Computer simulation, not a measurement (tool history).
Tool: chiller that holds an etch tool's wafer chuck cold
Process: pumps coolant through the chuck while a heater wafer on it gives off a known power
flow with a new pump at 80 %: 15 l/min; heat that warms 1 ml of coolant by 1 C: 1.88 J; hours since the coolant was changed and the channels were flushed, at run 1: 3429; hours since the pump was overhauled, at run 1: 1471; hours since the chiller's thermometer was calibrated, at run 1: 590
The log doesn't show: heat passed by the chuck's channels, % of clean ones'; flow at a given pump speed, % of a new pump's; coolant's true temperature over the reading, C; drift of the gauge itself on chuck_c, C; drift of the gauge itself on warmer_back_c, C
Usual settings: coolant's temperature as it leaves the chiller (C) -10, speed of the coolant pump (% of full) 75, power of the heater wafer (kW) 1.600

run	day	coolant's temperature as it leaves the chiller (C)	speed of the coolant pump (% of full)	power of the heater wafer (kW)	hours since the coolant was changed and the channels were flushed	hours since the pump was overhauled	hours since the chiller's thermometer was calibrated	chuck's temperature once it has settled (C)	how much warmer the coolant comes back (C)
1	0.000	-10	75	1.600	3429	1471	590	5.1	3.71
2	0.808	0	75	1.600	3449	1490	610	15.0	3.68
3	1.554	0	75	1.600	3467	1508	628	14.9	3.75
4	3.129	0	75	1.600	3504	1546	665	15.1	3.70
5	4.212	-5	75	1.600	3530	1572	691	10.1	3.77
6	5.179	-8	75	1.600	3554	1595	714	7.3	3.77
7	6.283	-8	75	1.600	3580	1621	741	7.0	3.76
8	7.492	-10	68	1.600	3609	1650	770	6.8	4.18
9	8.267	-10	68	1.600	3628	1669	789	6.6	4.08
10	9.733	-10	68	1.600	3663	1704	824	6.6	4.14
11	11.212	-10	68	1.600	3698	1740	859	6.4	4.18
12	12.696	-10	68	1.600	3734	1775	895	6.5	4.19
13	14.275	-4	75	1.600	3772	1813	933	11.2	3.71
14	15.175	-4	75	1.600	3794	1835	954	10.9	3.76
15	16.158	-10	82	2.398	3817	1858	978	11.0	5.11
16	17.642	-10	82	2.398	3853	1894	1014	11.1	5.13
17	18.429	-10	82	2.398	3872	1913	1033	11.2	5.09
18	19.225	-8	64	1.648	3891	1932	1052	10.2	4.57
19	20.471	-2	79	2.336	3921	1962	1082	19.2	5.17
20	21.858	-1	75	1.383	3954	1995	1115	12.2	3.25
21	22.750	-1	75	1.383	3975	2017	1136	12.3	3.27
22	23.433	0	79	1.383	3992	2033	1153	12.5	3.05
23	24.442	-20	75	1.057	4016	2057	1177	-10.0	2.48
24	25.125	-20	75	1.057	4032	2074	1193	-10.0	2.43
25	26.679	-20	75	1.057	4070	2111	1231	-9.9	2.47
26	28.075	-5	69	1.057	4103	2144	1264	5.9	2.78
27	29.579	-10	69	0.958	4139	2181	1300	-0.2	2.48
28	30.850	-15	61	2.016	4170	2211	1331	8.1	5.92

Forecast each of these 4 alternatives for the next run:
A	32.312	-10	90	1.600	4205	2246	1366	?	?
B	32.312	-2	75	1.600	4205	2246	1366	?	?
C	32.312	-15	70	1.271	4205	2246	1366	?	?
D	32.312	-16	61	1.800	4205	2246	1366	?	?

run	chuck's temperature once it has settled (C)	how much warmer the coolant comes back (C)
A	2.9	3.08
B	13.3	3.77
C	-2.0	3.24
D	4.7	5.31
Without the tool's hidden state the same runs would have given:
run	chuck's temperature once it has settled (C)	how much warmer the coolant comes back (C)
A	1.5	2.98
B	11.7	3.64
C	-3.4	3.14
D	2.4	5.13
